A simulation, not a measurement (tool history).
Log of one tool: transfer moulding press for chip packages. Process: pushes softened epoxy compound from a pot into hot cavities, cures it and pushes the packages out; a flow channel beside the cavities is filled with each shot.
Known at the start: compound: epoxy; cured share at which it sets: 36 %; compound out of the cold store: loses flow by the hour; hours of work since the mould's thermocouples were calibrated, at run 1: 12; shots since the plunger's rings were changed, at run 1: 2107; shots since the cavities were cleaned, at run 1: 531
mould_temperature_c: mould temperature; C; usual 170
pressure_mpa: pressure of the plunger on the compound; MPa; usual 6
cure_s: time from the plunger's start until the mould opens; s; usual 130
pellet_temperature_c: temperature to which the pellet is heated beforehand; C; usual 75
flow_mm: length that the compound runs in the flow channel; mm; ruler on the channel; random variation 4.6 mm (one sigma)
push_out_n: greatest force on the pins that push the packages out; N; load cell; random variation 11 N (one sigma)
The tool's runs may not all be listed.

run   hour  mould_temperature_c  pressure_mpa  cure_s  pellet_temperature_c  hours of work since the mould's thermocouples were calibrated  shots since the plunger's rings were changed  shots since the cavities were cleaned  incoming compound's hours out of the cold store  flow_mm  push_out_n
  1      0                  170             6     130                    75                                                             12                                          2107                                    531                                             20.4      971         795
  2   13.4                  170             6     130                    75                                                             19                                          2209                                    633                                             29.9      940         769
      27.1  -- cavities cleaned with cleaning compound and waxed
  3   27.3                  170             6     130                    75                                                             25                                          2302                                      1                                             36.7      912         480
  4   50.2                  170             6     130                    75                                                             37                                          2475                                    174                                              9.1      999         639
  5   64.5                  170             6     130                    75                                                             44                                          2583                                    282                                             40.7      896         658
  6   88.2                  170             6     130                    75                                                             56                                          2762                                    461                                             17.2      969         743
  7   99.4                  170             6     130                    75                                                             62                                          2847                                    546                                             20.5      955         794
     122.9  -- cavities cleaned with cleaning compound and waxed
  8  126.3                  166             6     130                    75                                                             75                                          3039                                     26                                             37.1      911         611
  9  142.1                  168          4.73     143                    69                                                             83                                          3159                                    146                                             46.1      784         537

Forecast run 10:
 10  160.5                  168          4.73     143                    69                                                             92                                          3298                                    285                                             20.6        ?           ?

flow_mm: 853 mm
push_out_n: 627 N
Without the tool's hidden state the same run would have given flow_mm 892 mm, push_out_n 466 N.
